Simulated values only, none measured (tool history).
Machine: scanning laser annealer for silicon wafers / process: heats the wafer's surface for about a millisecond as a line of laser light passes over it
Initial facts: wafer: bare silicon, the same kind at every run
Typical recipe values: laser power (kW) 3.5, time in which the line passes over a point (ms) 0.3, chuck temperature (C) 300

run     day  laser power (kW)  time in which the line passes over a point (ms)  chuck temperature (C)  highest temperature of the surface (C)
  1       0               3.5                                              0.3                    300                                    1144
  2   1.925               3.5                                              0.3                    320                                    1163
  3   3.896               3.5                                              0.3                    320                                    1158
  4   5.488               3.5                                              0.3                    320                                    1161
  5   7.433               3.5                                              0.3                    326                                    1162
  6   10.05               3.5                                              0.3                    300                                    1130
  7  12.321               3.5                                              0.3                    300                                    1125
  8  15.304               3.5                                              0.3                    300                                    1123
  9  17.767               3.5                                              0.3                    300                                    1120
     18.204  -- window over the wafer cleaned
 10  20.238               3.5                                              0.3                    300                                    1144
 11  21.592               3.5                                              0.3                    300                                    1142
     23.229  -- optics aligned, line set to its width
 12  24.362               3.5                                              0.3                    300                                    1139
 13  25.762               3.5                                              0.3                    299                                    1132
 14  28.262               3.5                                              0.3                    299                                    1127
 15  30.758               3.5                                              0.3                    312                                    1135
 16  32.133               3.5                                              0.3                    300                                    1121
      33.05  -- optics aligned, line set to its width, once more
 17  33.617               3.5                                              0.3                    300                                    1139
 18  36.242             3.411                                              0.3                    300                                    1116
 19  39.058             3.411                                              0.3                    300                                    1112
     39.667  -- window over the wafer cleaned
 20  41.825             3.411                                              0.3                    300                                    1139
 21  44.021             3.411                                              0.3                    279                                    1112
 22  45.483             3.411                                              0.3                    279                                    1113
 23  47.854             3.411                                            0.293                    312                                    1128
 24  49.388             3.016                                            0.223                    316                                     946
 25  50.879             3.141                                            0.247                    300                                     989
 26  53.242             3.641                                            0.286                    300                                    1148
 27  55.496             3.751                                            0.354                    336                                    1313
 28  58.054             3.751                                            0.354                    336                                    1309
     60.592  -- window over the wafer cleaned
 29  60.592             3.613                                            0.309                    284                                    1186
 30  62.217             3.613                                            0.337                    284                                    1223
 31  63.662             3.807                                            0.337                    276                                    1264
 32  66.075             3.807                                            0.337                    276                                    1257
 33    68.5             3.046                                            0.234                    276                                     927
 34  70.621             3.046                                            0.234                    276                                     927
 35  73.388             2.993                                            0.227                    299                                     923
 36  75.362             3.749                                              0.3                    323                                    1214
 37  77.696             3.246                                              0.3                    282                                    1063
     78.871  -- laser's power meter calibrated
 38    80.6             3.394                                            0.371                    320                                    1190
     81.788  -- window over the wafer cleaned
 39  81.996              3.76                                            0.308                    302                                    1206

4 ways to go on from here, each from the tool as it stands after run 39. What would each give?
  A  83.633              3.76                                            0.266                    317                                       ?
  B  83.633              3.76                                            0.316                    296                                       ?
  C  83.633             3.312                                            0.308                    302                                       ?
  D  83.633              3.76                                            0.351                    296                                       ?

run  highest temperature of the surface (C)
  A                                    1147
  B                                    1207
  C                                    1099
  D                                    1265
Had the tool no hidden state, the same runs would have come out as:
run  highest temperature of the surface (C)
  A                                    1160
  B                                    1221
  C                                    1110
  D                                    1279
